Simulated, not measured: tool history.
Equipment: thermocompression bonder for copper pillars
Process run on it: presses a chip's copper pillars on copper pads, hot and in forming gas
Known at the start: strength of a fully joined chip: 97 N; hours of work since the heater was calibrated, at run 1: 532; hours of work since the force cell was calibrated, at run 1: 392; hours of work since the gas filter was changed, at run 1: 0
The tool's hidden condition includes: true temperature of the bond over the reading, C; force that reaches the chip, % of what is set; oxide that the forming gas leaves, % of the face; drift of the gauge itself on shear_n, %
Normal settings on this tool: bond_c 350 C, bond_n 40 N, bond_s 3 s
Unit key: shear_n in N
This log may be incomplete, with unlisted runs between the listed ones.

run,hour,bond_c,bond_n,bond_s,hours of work since the heater was calibrated,hours of work since the force cell was calibrated,hours of work since the gas filter was changed,shear_n
1,0,350,40,3,532,392,0,65.5
2,16.4,350,40,3,544,404,12,64.4
3,32.1,350,40,3,555,415,23,64.6
4,45.1,350,40,3,564,424,32,63.3
5,65.7,323,40,3,578,438,46,47.4
6,81.4,323,40,3,589,449,57,50.7
7,95.2,323,40,3,599,459,67,47.9
8,107.4,323,40,3,608,468,75,49.6
9,124,323,40,3,619,479,87,47.4
10,142.4,350,40,3,632,492,100,59.5
11,167.2,356,40,3,650,510,117,63.5
12,181.2,356,40,3,659,520,127,61.5
13,199.2,356,40,3,672,532,140,60.7
14,211.8,379,40,3,681,541,149,71.4

Run 15 comes next. What will it give?
15,233,350,39,3,696,556,164,?

Run 15 gave shear_n 57.3 N.
On a tool with no hidden condition, and with the same random variation, this run would have come out at shear_n 64.5 N.

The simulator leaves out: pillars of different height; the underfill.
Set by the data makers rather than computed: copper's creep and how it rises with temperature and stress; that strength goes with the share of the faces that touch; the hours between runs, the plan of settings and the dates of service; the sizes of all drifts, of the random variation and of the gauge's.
